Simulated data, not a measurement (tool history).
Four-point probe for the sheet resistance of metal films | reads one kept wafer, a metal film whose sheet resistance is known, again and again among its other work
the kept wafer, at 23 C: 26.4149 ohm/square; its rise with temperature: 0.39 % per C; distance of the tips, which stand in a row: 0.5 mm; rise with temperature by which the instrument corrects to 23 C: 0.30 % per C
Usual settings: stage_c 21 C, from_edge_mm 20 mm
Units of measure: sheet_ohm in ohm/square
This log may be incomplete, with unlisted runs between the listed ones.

| run | hour | stage_c | from_edge_mm | sheet_ohm |
|---|---|---|---|---|
| 1 | 0 | 21 | 20 | 26.378077 |
| 2 | 36.9 | 21 | 20 | 26.373889 |
| 3 | 65.2 | 21 | 12 | 26.389941 |
| 4 | 121.3 | 21 | 12 | 26.385206 |
| 5 | 173.4 | 21 | 20 | 26.38714 |
| 6 | 228.8 | 21 | 20 | 26.376152 |
| 7 | 266.9 | 21 | 20 | 26.38394 |
| 8 | 294.2 | 21 | 20 | 26.376148 |
| 9 | 344.7 | 21 | 24 | 26.375417 |
|  | 384.9 | stage's thermometer calibrated |
| 10 | 388.5 | 21 | 20 | 26.383571 |
| 11 | 423.8 | 21 | 4 | 26.594274 |
| 12 | 475.4 | 21 | 4 | 26.596971 |
| 13 | 523.2 | 21 | 4 | 26.595331 |
| 14 | 548.4 | 21 | 4 | 26.593019 |
| 15 | 571.8 | 24 | 6 | 26.54085 |
| 16 | 625.8 | 26 | 46 | 26.494759 |
| 17 | 662.4 | 26 | 46 | 26.509567 |
| 18 | 710.9 | 26 | 46 | 26.49433 |
| 19 | 756.3 | 32 | 40 | 26.632279 |
| 20 | 781.2 | 27 | 18 | 26.529541 |
| 21 | 815.6 | 30 | 18 | 26.603888 |
| 22 | 858.2 | 34 | 20 | 26.691288 |
| 23 | 899.5 | 21 | 47 | 26.372528 |
| 24 | 945.8 | 21 | 47 | 26.36904 |
| 25 | 985.1 | 25 | 5 | 26.607694 |
| 26 | 1026.1 | 25 | 5 | 26.609622 |

Below are 5 alternative next runs, each starting from the tool's condition after run 26. Predict each:
| A | 1057.4 | 26 | 49 | ? |
| B | 1057.4 | 25 | 15 | ? |
| C | 1057.4 | 23 | 20 | ? |
| D | 1057.4 | 19 | 5 | ? |
| E | 1057.4 | 35 | 36 | ? |

| run | sheet_ohm |
|---|---|
| A | 26.483883 |
| B | 26.479854 |
| C | 26.43762 |
| D | 26.453795 |
| E | 26.707523 |
Take away the tool's hidden state, keep each run's random variation, and the runs would have read:
| run | sheet_ohm |
|---|---|
| A | 26.479634 |
| B | 26.475607 |
| C | 26.433381 |
| D | 26.449558 |
| E | 26.703233 |
